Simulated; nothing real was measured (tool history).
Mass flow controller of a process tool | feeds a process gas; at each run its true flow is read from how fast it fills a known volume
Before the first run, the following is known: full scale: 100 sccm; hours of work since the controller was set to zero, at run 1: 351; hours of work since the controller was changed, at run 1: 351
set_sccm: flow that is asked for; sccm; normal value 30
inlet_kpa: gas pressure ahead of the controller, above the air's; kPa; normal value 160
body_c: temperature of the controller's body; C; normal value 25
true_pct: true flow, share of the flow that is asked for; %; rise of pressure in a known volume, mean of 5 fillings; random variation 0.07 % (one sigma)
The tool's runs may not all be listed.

run,day,set_sccm,inlet_kpa,body_c,hours of work since the controller was set to zero,hours of work since the controller was changed,true_pct
1,0.000,30,160,25,351,351,98.14
2,1.950,30,160,25,380,380,98.17
3,4.062,30,248,25,412,412,98.69
4,6.329,30,248,25,446,446,98.79
5,8.112,11,160,25,473,473,97.73
6,10.662,30,160,25,511,511,98.29
7,12.408,86,160,25,537,537,99.47
8,14.212,86,160,25,564,564,99.50
9,16.729,86,160,25,601,601,99.50
10,18.538,86,160,25,629,629,99.43
11,21.496,30,160,26,673,673,98.12
12,23.204,84,160,25,698,698,99.39
13,26.288,30,160,25,745,745,98.21
14,29.054,30,160,25,786,786,98.17
15,32.042,30,160,25,831,831,98.22
16,34.550,30,160,25,868,868,98.27
17,37.104,30,160,25,906,906,98.17
18,40.217,30,160,25,953,953,98.10
19,43.321,30,160,21,999,999,98.27
20,45.117,30,160,21,1026,1026,98.27
21,47.467,30,160,25,1061,1061,97.98
22,49.692,30,160,25,1095,1095,98.17
23,52.183,30,160,25,1132,1132,98.17
24,53.467,30,160,25,1151,1151,98.15
25,54.900,64,160,25,1173,1173,98.94
26,56.738,20,164,37,1200,1200,97.49
27,59.604,16,233,25,1243,1243,98.22
28,62.529,71,160,24,1287,1287,99.02
29,65.667,30,273,24,1334,1334,98.89
30,67.246,79,198,35,1357,1357,99.15
31,68.946,79,198,35,1383,1383,99.09
32,70.904,31,147,23,1412,1412,98.14
33,72.233,31,147,23,1432,1432,98.25
34,73.771,31,147,23,1455,1455,98.16
35,76.883,43,217,31,1502,1502,98.64
36,78.796,29,243,31,1530,1530,98.51
37,81.762,56,160,22,1575,1575,98.82
38,84.921,56,160,22,1622,1622,98.75
39,86.308,56,160,22,1643,1643,98.79
40,88.538,56,160,22,1676,1676,98.87
41,91.121,78,185,26,1715,1715,99.32
42,92.825,78,185,26,1740,1740,99.36
43,95.275,78,185,26,1777,1777,99.32

Run 44 comes next. What will it give?
44,97.275,78,185,26,1807,1807,?

Run 44 produced true_pct 99.47 %.
On a tool with no hidden condition, and with the same random variation, this run would have come out at true_pct 99.47 %.

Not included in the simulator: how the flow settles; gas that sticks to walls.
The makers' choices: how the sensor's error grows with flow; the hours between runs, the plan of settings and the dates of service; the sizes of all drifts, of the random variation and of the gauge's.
